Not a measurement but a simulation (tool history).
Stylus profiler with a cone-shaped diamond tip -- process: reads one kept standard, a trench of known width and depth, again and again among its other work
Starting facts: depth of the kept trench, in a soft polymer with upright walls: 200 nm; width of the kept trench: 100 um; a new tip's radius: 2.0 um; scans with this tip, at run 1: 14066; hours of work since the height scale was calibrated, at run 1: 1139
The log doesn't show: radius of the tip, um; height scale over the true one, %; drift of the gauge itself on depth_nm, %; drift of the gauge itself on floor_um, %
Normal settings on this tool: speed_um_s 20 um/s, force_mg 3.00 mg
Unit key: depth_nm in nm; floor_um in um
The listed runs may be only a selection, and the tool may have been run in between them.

| run | hour | speed_um_s | force_mg | scans with this tip | hours of work since the height scale was calibrated | depth_nm | floor_um |
|---|---|---|---|---|---|---|---|
| 1 | 0.0 | 20 | 3.00 | 14066 | 1139 | 201.75 | 98.23 |
|  | 57.6 | height scale calibrated on a step standard |
| 2 | 85.3 | 20 | 3.00 | 14763 | 18 | 201.79 | 98.15 |
| 3 | 185.6 | 20 | 3.00 | 15588 | 85 | 201.71 | 98.15 |
| 4 | 297.9 | 20 | 3.22 | 16511 | 160 | 201.77 | 98.20 |
| 5 | 406.7 | 20 | 3.22 | 17406 | 232 | 201.78 | 98.21 |
| 6 | 461.7 | 20 | 3.22 | 17858 | 269 | 201.74 | 98.23 |
| 7 | 559.3 | 20 | 4.52 | 18661 | 334 | 202.27 | 98.21 |
| 8 | 618.4 | 20 | 4.52 | 19146 | 373 | 202.19 | 98.22 |
| 9 | 720.6 | 20 | 4.52 | 19987 | 442 | 202.20 | 98.13 |
| 10 | 803.0 | 20 | 3.00 | 20665 | 496 | 201.74 | 98.21 |
| 11 | 924.9 | 20 | 3.00 | 21667 | 578 | 201.71 | 98.22 |
| 12 | 999.6 | 20 | 3.00 | 22281 | 627 | 201.67 | 98.23 |
| 13 | 1049.4 | 19 | 4.23 | 22691 | 661 | 202.14 | 98.20 |
| 14 | 1146.4 | 19 | 4.23 | 23488 | 725 | 202.21 | 98.22 |
| 15 | 1236.5 | 9 | 2.57 | 24229 | 785 | 201.54 | 98.22 |
| 16 | 1357.2 | 13 | 5.90 | 25221 | 865 | 202.72 | 98.20 |
| 17 | 1476.6 | 13 | 5.90 | 26203 | 945 | 202.64 | 98.24 |
| 18 | 1594.5 | 13 | 4.48 | 27173 | 1024 | 202.22 | 98.19 |
| 19 | 1702.3 | 17 | 2.07 | 28059 | 1095 | 201.29 | 98.22 |
| 20 | 1769.3 | 17 | 2.07 | 28610 | 1140 | 201.21 | 98.15 |

Forecast run 21:
|  | 1834.7 | height scale calibrated on a step standard |
| 21 | 1875.9 | 20 | 3.64 | 29483 | 27 | ? | ? |

{"run 21": {"depth_nm": 201.94, "floor_um": 98.22}}
Had the tool carried no hidden state, the very same run would have given depth_nm 201.94 nm, floor_um 98.24 um.
